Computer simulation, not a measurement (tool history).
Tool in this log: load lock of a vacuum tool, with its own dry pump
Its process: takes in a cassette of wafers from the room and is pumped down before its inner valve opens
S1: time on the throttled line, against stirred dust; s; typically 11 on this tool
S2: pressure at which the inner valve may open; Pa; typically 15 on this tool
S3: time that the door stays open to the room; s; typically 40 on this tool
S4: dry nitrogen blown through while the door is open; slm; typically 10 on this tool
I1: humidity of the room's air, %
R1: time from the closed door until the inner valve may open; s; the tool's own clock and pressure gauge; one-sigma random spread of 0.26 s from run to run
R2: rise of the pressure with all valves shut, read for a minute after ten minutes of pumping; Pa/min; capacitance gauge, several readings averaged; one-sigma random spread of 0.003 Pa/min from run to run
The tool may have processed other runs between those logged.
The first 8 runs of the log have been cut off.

Run 9, hour 1879.6: usual settings; I1 42.6. Result: R1 26.5 s, R2 0.038 Pa/min.
Run 10, hour 2213.3: usual settings; I1 41.3. Result: R1 26.2 s, R2 0.039 Pa/min.
Run 11, hour 2418.7: usual settings; I1 46.4. Result: R1 27.0 s, R2 0.045 Pa/min.
Run 12, hour 2754.5: usual settings; I1 45.3. Result: R1 26.8 s, R2 0.040 Pa/min.
Run 13, hour 2997.9: usual settings; I1 46.9. Result: R1 27.4 s, R2 0.043 Pa/min.
Run 14, hour 3165.2: usual settings; I1 41.5. Result: R1 27.4 s, R2 0.044 Pa/min.
Run 15, hour 3355.1: usual settings; I1 45.6. Result: R1 26.2 s, R2 0.044 Pa/min.
Run 16, hour 3509.3: usual settings but S2 24 Pa, S4 18 slm; I1 44.5. Result: R1 26.1 s, R2 0.035 Pa/min.
Run 17, hour 3779.9: usual settings but S1 16 s, S2 22 Pa, S4 14 slm; I1 44.2. Result: R1 29.6 s, R2 0.037 Pa/min.
Run 18, hour 3999.5: usual settings but S1 16 s, S2 22 Pa, S4 14 slm; I1 43.1. Result: R1 29.8 s, R2 0.041 Pa/min.
Run 19, hour 4267.1: usual settings but S1 16 s, S2 22 Pa, S4 23 slm; I1 40.9. Result: R1 29.8 s, R2 0.028 Pa/min.
Run 20, hour 4555.7: usual settings but S1 7 s, S3 198 s, S4 7 slm; I1 47.1. Result: R1 23.9 s, R2 0.075 Pa/min.
Run 21, hour 4697.7: usual settings but S1 9 s, S2 29 Pa, S3 44 s, S4 21 slm; I1 51.7. Result: R1 24.0 s, R2 0.041 Pa/min.
Run 22, hour 5031.2: usual settings but S1 9 s, S2 29 Pa, S3 44 s, S4 21 slm; I1 42.9. Result: R1 23.7 s, R2 0.027 Pa/min.
Run 23, hour 5238.9: usual settings but S1 8 s, S2 29 Pa, S3 42 s, S4 21 slm; I1 42.9. Result: R1 23.2 s, R2 0.035 Pa/min.
Run 24, hour 5423.3: usual settings but S2 10 Pa, S4 33 slm; I1 47.4. Result: R1 27.9 s, R2 0.035 Pa/min.
Run 25, hour 5630.3: usual settings but S1 10 s, S2 19 Pa; I1 45.9. Result: R1 25.4 s, R2 0.045 Pa/min.
Run 26, hour 5780.9: usual settings but S1 10 s, S2 19 Pa; I1 47.3. Result: R1 25.8 s, R2 0.048 Pa/min.
Run 27, hour 5994.2: usual settings but S1 10 s, S2 19 Pa; I1 47.8. Result: R1 25.5 s, R2 0.047 Pa/min.
Run 28, hour 6240.3: usual settings but S1 10 s, S2 19 Pa; I1 46.7. Result: R1 25.7 s, R2 0.051 Pa/min.
Run 29, hour 6393.6: usual settings but S1 10 s, S2 13 Pa, S3 179 s, S4 31 slm; I1 46.8. Result: R1 26.5 s, R2 0.047 Pa/min.
Run 30, hour 6536.9: usual settings but S1 10 s, S2 14 Pa, S3 77 s, S4 31 slm; I1 43.2. Result: R1 26.2 s, R2 0.038 Pa/min.

Each row is a separate what-if for the run after 30, all from the same tool condition, not one after another. Results?
Run A, hour 6703.7: usual settings but S1 7 s, S2 14 Pa, S3 39 s, S4 17 slm; I1 44.3. Result: R1 ?, R2 ?.
Run B, hour 6703.7: usual settings but S1 10 s, S2 20 Pa, S3 79 s, S4 31 slm; I1 41.2. Result: R1 ?, R2 ?.
Run C, hour 6703.7: usual settings but S1 10 s, S2 12 Pa, S3 108 s, S4 31 slm; I1 44.0. Result: R1 ?, R2 ?.
Run D, hour 6703.7: usual settings but S4 6 slm; I1 43.2. Result: R1 ?, R2 ?.
Run E, hour 6703.7: usual settings but S2 25 Pa, S3 103 s, S4 5 slm; I1 49.9. Result: R1 ?, R2 ?.

run    R1     R2
  A  23.8  0.031
  B  25.3  0.037
  C  26.7  0.038
  D  26.4  0.041
  E  25.6  0.070
What these runs would have given with no unlogged condition in the tool:
run    R1     R2
  A  23.7  0.030
  B  25.3  0.036
  C  26.7  0.038
  D  26.4  0.041
  E  25.6  0.069
